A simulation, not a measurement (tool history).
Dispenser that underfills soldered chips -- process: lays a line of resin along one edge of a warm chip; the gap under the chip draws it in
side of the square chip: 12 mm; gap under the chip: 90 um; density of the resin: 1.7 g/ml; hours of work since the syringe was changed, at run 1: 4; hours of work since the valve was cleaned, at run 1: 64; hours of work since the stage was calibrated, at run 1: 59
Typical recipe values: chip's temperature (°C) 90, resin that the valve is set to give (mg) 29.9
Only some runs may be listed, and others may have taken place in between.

run,day,chip's temperature (°C),resin that the valve is set to give (mg),hours of work since the syringe was changed,hours of work since the valve was cleaned,hours of work since the stage was calibrated,time until the resin shows at the far edge (s),resin that the valve gave (mg)
1,0.000,90,29.9,4,64,59,72.4,28.63
2,0.125,90,29.9,6,66,62,86.3,28.94
3,0.304,90,29.9,9,69,65,110.7,28.54
# day 0.383: new syringe of resin
4,0.492,90,29.9,2,72,68,61.1,28.48
5,0.579,90,29.9,3,74,69,69.8,28.39
6,0.721,90,29.9,6,76,72,86.6,28.42
7,0.862,100,30.3,8,79,74,78.5,28.63
# day 0.967: new syringe of resin
8,0.983,100,30.3,0,81,76,38.8,28.58
9,1.129,89,30.3,3,83,79,69.3,28.53
10,1.317,78,28.0,6,86,82,135.6,26.39
11,1.462,103,31.8,9,89,84,73.7,29.77
# day 1.542: new syringe of resin
12,1.633,91,36.1,2,92,87,55.7,33.98

Alternative continuations, all from the tool just after run 12; predict every row:
A,1.821,91,33.5,5,95,90,?,?
B,1.821,92,35.0,5,95,90,?,?
C,1.821,100,32.5,5,95,90,?,?

run,time until the resin shows at the far edge (s),resin that the valve gave (mg)
A,74.5,31.16
B,72.8,33.03
C,56.6,30.18
What these runs would have given with no unlogged condition in the tool:
run,time until the resin shows at the far edge (s),resin that the valve gave (mg)
A,47.8,33.31
B,47.0,35.30
C,36.3,32.26
